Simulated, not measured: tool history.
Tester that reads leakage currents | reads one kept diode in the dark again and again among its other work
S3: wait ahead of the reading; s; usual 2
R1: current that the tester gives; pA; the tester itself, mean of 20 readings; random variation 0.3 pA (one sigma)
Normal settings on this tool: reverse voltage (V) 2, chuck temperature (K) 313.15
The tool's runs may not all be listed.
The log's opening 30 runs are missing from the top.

Run 31, hour 2216.3: usual settings but reverse voltage (V) 6.37, chuck temperature (K) 330.15, S3 3.38 s. Result: R1 476.69 pA.
Run 32, hour 2268.8: usual settings but reverse voltage (V) 16.95, chuck temperature (K) 322.15, S3 0.78 s. Result: R1 374.53 pA.
Run 33, hour 2339.4: usual settings but reverse voltage (V) 16.95, chuck temperature (K) 322.15, S3 0.78 s. Result: R1 371.72 pA.
Run 34, hour 2439.1: usual settings but reverse voltage (V) 3.44. Result: R1 118.26 pA.
Run 35, hour 2514.9: usual settings but chuck temperature (K) 294.15. Result: R1 21.76 pA.
Run 36, hour 2596.5: usual settings but chuck temperature (K) 294.15. Result: R1 21.7 pA.
Run 37, hour 2655.9: usual settings but reverse voltage (V) 8.73, chuck temperature (K) 317.15, S3 4.29 s. Result: R1 210.91 pA.
Run 38, hour 2720.7: usual settings but reverse voltage (V) 2.64. Result: R1 108.81 pA.
Run 39, hour 2785.2: usual settings but reverse voltage (V) 2.64, chuck temperature (K) 294.15, S3 0.87 s. Result: R1 24.34 pA.
Run 40, hour 2871.5: usual settings but reverse voltage (V) 14.64, chuck temperature (K) 294.15, S3 0.87 s. Result: R1 44.92 pA.

Forecast each of these 4 alternatives for the next run:
Run A, hour 2919.7: usual settings but reverse voltage (V) 7.68, chuck temperature (K) 295.15, S3 4.68 s. Result: R1 ?.
Run B, hour 2919.7: usual settings but reverse voltage (V) 18.47, S3 1.31 s. Result: R1 ?.
Run C, hour 2919.7: usual settings but reverse voltage (V) 1.81, chuck temperature (K) 295.15. Result: R1 ?.
Run D, hour 2919.7: usual settings but chuck temperature (K) 331.15, S3 1.98 s. Result: R1 ?.

run      R1
  A   37.29
  B  202.11
  C   23.25
  D  361.89
The same runs, with their run-to-run variation unchanged, on a tool lacking any hidden condition would have given:
run      R1
  A    35.7
  B  198.22
  C    22.8
  D  361.24
